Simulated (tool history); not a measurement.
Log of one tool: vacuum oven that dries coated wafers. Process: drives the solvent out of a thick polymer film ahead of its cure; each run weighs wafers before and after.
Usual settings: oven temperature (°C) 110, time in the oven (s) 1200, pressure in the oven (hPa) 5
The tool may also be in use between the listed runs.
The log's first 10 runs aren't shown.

run,hour,oven temperature (°C),time in the oven (s),pressure in the oven (hPa),hours of work since the thermocouples were calibrated,hours of work since the vacuum gauge was cleaned of residue,solvent left in the film (%)
11,518.9,110,1200,5,294,1441,2.98
12,591.2,110,1200,5,336,1483,2.97
13,640.4,100,1200,5,365,1512,5.86
14,675.1,100,1200,5,385,1532,5.78
15,705.2,100,1200,2.76,402,1549,5.72
16,765.3,124,1200,2.76,438,1584,0.69
17,806.2,110,1200,5,461,1608,2.94
18,863.4,110,1200,5,495,1642,3.01
19,934.6,110,1200,5,536,1683,3.01
20,999.5,108,1200,5,574,1721,3.52
21,1032.7,110,1200,5,593,1740,3.13
22,1067.3,99,1200,5,613,1760,6.2
23,1128.2,99,1200,5,649,1796,6.25
24,1201.6,99,1200,5,692,1839,6.23
25,1238.5,100,1680,6.38,713,1860,4.04
26,1286.2,100,1080,2.67,741,1888,6.48

Run 27 comes next. What will it give?
27,1337.2,112,1080,11.2,771,1918,?

Run 27 gave solvent left in the film (%) 3.32.
Without the tool's hidden state the same run would have given solvent left in the film (%) 2.84.

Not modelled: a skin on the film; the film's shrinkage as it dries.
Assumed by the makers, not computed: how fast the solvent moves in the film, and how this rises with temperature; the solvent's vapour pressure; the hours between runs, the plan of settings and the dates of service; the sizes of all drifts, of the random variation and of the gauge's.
